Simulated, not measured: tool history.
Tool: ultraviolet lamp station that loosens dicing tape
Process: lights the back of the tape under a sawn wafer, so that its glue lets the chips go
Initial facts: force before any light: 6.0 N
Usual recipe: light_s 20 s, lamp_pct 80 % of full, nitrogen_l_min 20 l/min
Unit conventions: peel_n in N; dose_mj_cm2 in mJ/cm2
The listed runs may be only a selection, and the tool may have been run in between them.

| run | hour | light_s | lamp_pct | nitrogen_l_min | peel_n | dose_mj_cm2 |
|---|---|---|---|---|---|---|
| 1 | 0 | 20 | 80 | 20 | 0.349 | 575 |
| 2 | 45.2 | 20 | 80 | 20 | 0.352 | 571 |
| 3 | 66.2 | 20 | 80 | 20 | 0.341 | 575 |
| 4 | 92.1 | 20 | 80 | 20 | 0.353 | 574 |
| 5 | 118.4 | 20 | 80 | 20 | 0.351 | 576 |
|  | 130.5 | window cleaned of glue's vapour |
| 6 | 159.2 | 20 | 80 | 20 | 0.329 | 571 |
| 7 | 202.1 | 11 | 80 | 20 | 0.909 | 317 |
| 8 | 226.4 | 11 | 80 | 20 | 0.896 | 320 |
| 9 | 246.9 | 20 | 80 | 26 | 0.307 | 569 |
| 10 | 279.4 | 20 | 80 | 20 | 0.359 | 570 |
| 11 | 319.3 | 20 | 80 | 20 | 0.344 | 574 |
| 12 | 345.2 | 20 | 80 | 20 | 0.347 | 569 |
| 13 | 389.4 | 20 | 80 | 20 | 0.359 | 567 |
| 14 | 420 | 20 | 80 | 20 | 0.348 | 572 |
| 15 | 465 | 20 | 80 | 20 | 0.364 | 570 |
| 16 | 506.9 | 20 | 64 | 20 | 0.478 | 453 |
|  | 522.9 | window cleaned of glue's vapour |
| 17 | 545.5 | 20 | 67 | 20 | 0.445 | 479 |
| 18 | 580.5 | 20 | 67 | 20 | 0.464 | 482 |
| 19 | 603.7 | 26 | 80 | 20 | 0.273 | 738 |
| 20 | 652.2 | 26 | 90 | 20 | 0.252 | 835 |
|  | 659.4 | lamp changed |
| 21 | 684.4 | 26 | 90 | 20 | 0.257 | 840 |
| 22 | 722.9 | 20 | 80 | 13 | 0.439 | 566 |
| 23 | 759.1 | 22 | 96 | 8 | 0.38 | 759 |
| 24 | 797.6 | 22 | 96 | 8 | 0.386 | 752 |
| 25 | 838.8 | 22 | 96 | 8 | 0.383 | 758 |
| 26 | 880.4 | 27 | 66 | 15 | 0.351 | 638 |
|  | 920 | window cleaned of glue's vapour |
| 27 | 921.8 | 32 | 67 | 32 | 0.251 | 772 |
| 28 | 949 | 26 | 82 | 7 | 0.416 | 768 |
| 29 | 998.6 | 26 | 82 | 7 | 0.412 | 757 |
| 30 | 1018.9 | 26 | 73 | 10 | 0.394 | 681 |
| 31 | 1045.7 | 26 | 73 | 10 | 0.396 | 683 |
| 32 | 1090.8 | 34 | 80 | 24 | 0.238 | 974 |
| 33 | 1127.4 | 35 | 80 | 20 | 0.239 | 998 |
| 34 | 1149.7 | 20 | 74 | 31 | 0.32 | 529 |
| 35 | 1181.3 | 13 | 61 | 21 | 1.077 | 285 |
| 36 | 1202.3 | 13 | 61 | 21 | 1.064 | 278 |
| 37 | 1230.3 | 13 | 61 | 21 | 1.033 | 284 |
| 38 | 1253.6 | 26 | 80 | 32 | 0.249 | 745 |
| 39 | 1301.5 | 15 | 79 | 10 | 0.878 | 420 |
|  | 1312.9 | window cleaned of glue's vapour |
| 40 | 1329.5 | 11 | 61 | 26 | 1.198 | 241 |
| 41 | 1354.1 | 20 | 64 | 20 | 0.469 | 451 |
| 42 | 1393.6 | 36 | 91 | 14 | 0.236 | 1170 |
| 43 | 1422.5 | 34 | 75 | 12 | 0.274 | 907 |
| 44 | 1464 | 18 | 99 | 7 | 0.548 | 641 |

Had the tool no unlogged condition, and each run kept its random variation, what would the results have been?
The hidden state here: lamp's light, % of a new lamp's; light that the window lets through, % of a clean one's; drift of the gauge itself on peel_n, %; drift of the gauge itself on dose_mj_cm2, %.
| run | dose_mj_cm2 |
|---|---|
| 1 | 576 |
| 2 | 572 |
| 3 | 576 |
| 4 | 575 |
| 5 | 577 |
| 6 | 572 |
| 7 | 318 |
| 8 | 320 |
| 9 | 570 |
| 10 | 571 |
| 11 | 575 |
| 12 | 570 |
| 13 | 569 |
| 14 | 574 |
| 15 | 572 |
| 16 | 455 |
| 17 | 481 |
| 18 | 484 |
| 19 | 741 |
| 20 | 839 |
| 21 | 841 |
| 22 | 566 |
| 23 | 760 |
| 24 | 753 |
| 25 | 759 |
| 26 | 639 |
| 27 | 773 |
| 28 | 769 |
| 29 | 758 |
| 30 | 682 |
| 31 | 684 |
| 32 | 977 |
| 33 | 1000 |
| 34 | 531 |
| 35 | 286 |
| 36 | 279 |
| 37 | 284 |
| 38 | 748 |
| 39 | 421 |
| 40 | 242 |
| 41 | 453 |
| 42 | 1174 |
| 43 | 910 |
| 44 | 644 |
peel_n: at most 0.006 N away from the measurement, every run.

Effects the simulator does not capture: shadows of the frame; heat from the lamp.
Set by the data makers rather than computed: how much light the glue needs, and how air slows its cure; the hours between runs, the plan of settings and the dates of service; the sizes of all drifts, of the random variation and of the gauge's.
